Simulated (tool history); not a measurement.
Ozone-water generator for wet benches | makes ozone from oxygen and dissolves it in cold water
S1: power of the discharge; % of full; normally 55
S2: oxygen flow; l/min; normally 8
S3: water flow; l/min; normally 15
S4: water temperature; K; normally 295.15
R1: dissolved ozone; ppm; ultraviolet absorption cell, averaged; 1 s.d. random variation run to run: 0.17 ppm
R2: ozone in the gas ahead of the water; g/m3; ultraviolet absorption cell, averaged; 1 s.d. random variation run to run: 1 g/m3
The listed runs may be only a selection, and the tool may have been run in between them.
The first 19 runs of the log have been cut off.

run,hour,S1,S2,S3,S4,R1,R2
20,927.4,55,8,20,293.15,17.9,173.8
21,964.7,72,11.3,20,293.15,20,169.9
22,1018.8,72,11.3,20,293.15,20,169.8
23,1065,72,11.3,20,293.15,20.2,169.4
24,1092,67,4.12,16,289.15,27.3,288.2
25,1129.6,67,4.12,16,289.15,26.9,285.8
26,1194.1,46,4.12,19,289.15,18.3,228.4
27,1233.6,46,4.12,9,289.15,32.3,223.9
28,1293.6,46,4.12,9,289.15,32.6,225.5

Forecast run 29:
29,1338,79,6.02,23,295.15,?,?

R1: 20.3 ppm
R2: 253.5 g/m3
Take away the tool's hidden state, keep the run-to-run variation as it was, and the same run would have given R1 21.9 ppm, R2 265.6 g/m3.
